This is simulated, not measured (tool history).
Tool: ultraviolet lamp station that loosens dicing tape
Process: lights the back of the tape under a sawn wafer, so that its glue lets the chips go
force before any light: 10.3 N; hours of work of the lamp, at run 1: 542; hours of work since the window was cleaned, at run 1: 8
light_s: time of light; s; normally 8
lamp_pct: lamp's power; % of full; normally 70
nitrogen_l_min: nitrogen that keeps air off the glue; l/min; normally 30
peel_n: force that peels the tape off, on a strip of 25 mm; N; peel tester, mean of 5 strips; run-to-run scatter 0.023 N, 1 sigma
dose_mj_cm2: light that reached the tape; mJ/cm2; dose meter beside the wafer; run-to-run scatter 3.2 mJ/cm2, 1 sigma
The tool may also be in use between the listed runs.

run	hour	light_s	lamp_pct	nitrogen_l_min	hours of work of the lamp	hours of work since the window was cleaned	peel_n	dose_mj_cm2
1	0.0	8	70	30	542	8	1.130	509
2	19.3	8	70	30	554	19	1.128	513
3	30.8	8	70	30	561	26	1.146	507
4	43.4	6	70	30	568	34	1.826	385
5	64.2	8	70	30	581	47	1.155	504
6	86.2	8	70	30	594	60	1.161	513
7	100.8	8	70	30	603	69	1.136	504
8	114.2	8	70	30	611	77	1.153	507
9	134.3	8	70	30	623	89	1.120	511
10	150.8	8	70	30	633	99	1.128	511
11	166.5	8	81	30	643	108	0.859	588
12	188.1	8	70	16	656	121	1.721	513
13	202.1	8	70	16	664	130	1.747	507
14	214.5	8	70	13	672	137	1.965	510
15	225.4	8	70	13	678	144	1.947	511
16	242.5	8	70	13	689	154	1.931	512
17	264.5	8	70	30	702	167	1.117	509
18	285.3	8	70	30	714	180	1.106	506
19	295.4	8	70	31	721	186	1.104	509
20	318.1	8	70	31	734	200	1.105	508
21	336.9	8	70	31	746	211	1.082	511
22	356.1	8	70	31	757	223	1.106	513
23	376.5	10	100	59	770	235	0.255	902
24	389.5	8	69	30	777	243	1.207	501
25	409.2	6	96	10	789	255	2.198	525
26	432.3	5	88	11	803	269	2.924	398
27	448.0	7	70	30	813	278	1.446	446

Run 28 has not been measured yet. What should we expect?
28	468.6	8	70	59	825	291	?	?

peel_n: 0.769 N
dose_mj_cm2: 508 mJ/cm2
With the hidden condition absent and the run-to-run variation left alone, this run would have shown peel_n 0.766 N, dose_mj_cm2 509 mJ/cm2.
